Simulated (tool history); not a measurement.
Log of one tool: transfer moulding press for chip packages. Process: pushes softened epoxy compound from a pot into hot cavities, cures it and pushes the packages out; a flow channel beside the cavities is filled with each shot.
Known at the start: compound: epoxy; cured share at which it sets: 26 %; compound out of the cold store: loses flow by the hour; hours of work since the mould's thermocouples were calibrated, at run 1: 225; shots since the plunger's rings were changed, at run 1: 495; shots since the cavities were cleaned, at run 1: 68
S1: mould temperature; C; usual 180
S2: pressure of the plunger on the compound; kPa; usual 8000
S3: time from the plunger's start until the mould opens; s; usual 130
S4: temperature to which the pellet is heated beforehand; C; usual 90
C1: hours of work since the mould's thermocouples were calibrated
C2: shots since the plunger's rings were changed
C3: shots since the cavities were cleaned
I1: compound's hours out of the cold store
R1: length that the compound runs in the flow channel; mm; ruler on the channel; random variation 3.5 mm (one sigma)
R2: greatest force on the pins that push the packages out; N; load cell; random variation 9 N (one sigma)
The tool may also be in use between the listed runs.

run   hour   S1    S2   S3  S4   C1    C2   C3    I1   R1    R2
  1      0  180  8000  130  90  225   495   68  17.7  582   475
  2   42.3  180  9220  130  90  254   936  509  33.5  587   591
      78.6  -- cavities cleaned with cleaning compound and waxed
  3   79.3  180  9220  130  90  278  1306    7  34.1  581   429
  4  109.6  180  8000  130  90  298  1623  324  40.1  524   549
  5  150.8  180  8000  130  90  326  2053  754  12.3  582   658
       164  -- cavities cleaned with cleaning compound and waxed
  6  191.6  180  8000  125  90  353  2462  287  19.4  556   606
  7  226.9  180  8260  125  90  377  2832  657  16.1  571   683
     249.9  -- cavities cleaned with cleaning compound and waxed
  8  252.3  180  8260  125  90  393  3081   25  30.9  532   464
  9  285.1  180  8000  130  90  415  3423  367  16.9  556   628
 10  326.8  180  8000  130  90  443  3858  802  22.8  534   653
     335.2  -- cavities cleaned with cleaning compound and waxed
 11  362.3  180  8000  130  90  466  4213  282  44.4  485   554
     367.9  -- plunger's sealing rings changed
 12  408.4  180  8000  130  90  495   422  737  24.6  571   671
     422.2  -- cavities cleaned with cleaning compound and waxed
 13  446.6  180  8000  130  90  520   805  255   9.5  596   589
 14    481  180  7310  130  90  543  1164  614  34.5  514   644
     507.4  -- cavities cleaned with cleaning compound and waxed
 15  511.4  180  7310  130  90  563  1465   41  19.4  540   449
 16  537.3  187  8000  130  90  581  1736  312  42.1  515   460
 17  565.4  180  6510  112  90  599  2029  605  29.6  490   845
     592.9  -- cavities cleaned with cleaning compound and waxed
 18  597.9  180  6510  112  90  620  2353   52  45.2  461   608
 19  641.5  180  6510  112  90  650  2807  506  24.8  487   864
     654.7  -- mould's thermocouples calibrated
     678.7  -- cavities cleaned with cleaning compound and waxed
 20  681.8  180  7750  112  94   17  3191   32  12.8  555   567
 21  714.3  179  6530  110  97   39  3531  372  15.7  494   820
 22  738.1  172  6530  110  80   55  3779  620  20.4  493  1471
 23  756.7  183  6380  134  80   68  3973  814  27.6  463   538
     764.8  -- cavities cleaned with cleaning compound and waxed
     786.9  -- plunger's sealing rings changed
 24  796.9  178  8480  134  90   92   104  309  22.5  591   573
 25  840.2  178  8480  134  90  122   555  760   9.7  621   673
     852.3  -- cavities cleaned with cleaning compound and waxed
 26  873.7  180  9310  130  91  143   890  224  12.3  636   533
 27  911.8  180  9310  130  91  169  1287  621  10.4  642   642

Forecast each of these 4 alternatives for the next run:
     938.3  -- cavities cleaned with cleaning compound and waxed
  A  938.3  187  8000  130  85  186  1549   0  18.9   ?   ?
     938.3  -- cavities cleaned with cleaning compound and waxed
  B  938.3  180  8000  130  91  186  1549   0  26.1   ?   ?
     938.3  -- cavities cleaned with cleaning compound and waxed
  C  938.3  180  6220  168  81  186  1549   0  21.5   ?   ?
     938.3  -- cavities cleaned with cleaning compound and waxed
  D  938.3  187  7100  114  90  186  1549   0    21   ?   ?

run   R1   R2
  A  567  348
  B  555  411
  C  496  334
  D  528  369
Without the tool's hidden state the same runs would have given:
run   R1   R2
  A  587  344
  B  574  404
  C  513  331
  D  547  364

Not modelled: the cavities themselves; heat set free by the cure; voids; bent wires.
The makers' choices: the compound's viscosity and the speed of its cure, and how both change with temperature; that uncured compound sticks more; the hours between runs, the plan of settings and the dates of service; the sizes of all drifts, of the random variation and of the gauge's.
